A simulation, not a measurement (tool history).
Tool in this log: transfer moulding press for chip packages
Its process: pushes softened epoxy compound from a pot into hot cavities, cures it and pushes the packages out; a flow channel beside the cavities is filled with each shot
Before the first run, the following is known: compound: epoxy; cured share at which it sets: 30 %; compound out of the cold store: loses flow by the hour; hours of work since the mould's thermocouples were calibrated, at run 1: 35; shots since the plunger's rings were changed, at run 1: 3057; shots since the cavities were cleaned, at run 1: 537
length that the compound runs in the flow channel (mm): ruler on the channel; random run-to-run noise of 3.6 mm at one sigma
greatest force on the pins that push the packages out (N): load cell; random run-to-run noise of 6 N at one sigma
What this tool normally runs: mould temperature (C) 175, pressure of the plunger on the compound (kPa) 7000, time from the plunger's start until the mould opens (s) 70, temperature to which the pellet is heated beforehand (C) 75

run,hour,mould temperature (C),pressure of the plunger on the compound (kPa),time from the plunger's start until the mould opens (s),temperature to which the pellet is heated beforehand (C),hours of work since the mould's thermocouples were calibrated,shots since the plunger's rings were changed,shots since the cavities were cleaned,incoming compound's hours out of the cold store,length that the compound runs in the flow channel (mm),greatest force on the pins that push the packages out (N)
1,0,175,7000,70,75,35,3057,537,40.4,580,363
2,14.5,182,7000,70,75,45,3305,785,45.1,550,291
3,21.9,175,7000,70,66,50,3431,911,45.4,567,409
4,34.3,175,7000,70,75,58,3642,1122,37.1,582,386
# hour 40.5: cavities cleaned with cleaning compound and waxed
5,44.1,175,7000,70,75,64,3784,61,37.5,583,254
6,53.5,175,7000,70,75,70,3945,222,38.1,571,289
7,65.4,175,7000,70,69,78,4148,425,8.9,654,366
8,79.8,175,6080,108,84,88,4394,671,14.3,583,266
9,92,175,6360,108,83,96,4603,880,29.4,565,277
# hour 108.4: plunger's sealing rings changed
10,109.1,175,6360,54,83,106,12,1129,46.9,548,715
# hour 115: cavities cleaned with cleaning compound and waxed
11,117.5,175,6360,54,83,111,130,42,27,587,463
12,127.1,175,6360,54,83,117,294,206,15.5,623,616
13,142.3,175,7040,107,80,128,553,465,32.7,607,252

Each row is a separate what-if for the run after 13, all from the same tool condition, not one after another. Results?
A,158,175,7040,98,80,138,822,734,14.6,?,?
B,158,175,7990,85,80,138,822,734,29.5,?,?
C,158,176,5870,70,75,138,822,734,40.5,?,?
D,158,175,7000,96,65,138,822,734,12.4,?,?

run,length that the compound runs in the flow channel (mm),greatest force on the pins that push the packages out (N)
A,656,279
B,652,288
C,536,357
D,659,277
Had the tool no hidden state, the same runs would have come out as:
run,length that the compound runs in the flow channel (mm),greatest force on the pins that push the packages out (N)
A,661,170
B,657,171
C,540,216
D,663,166
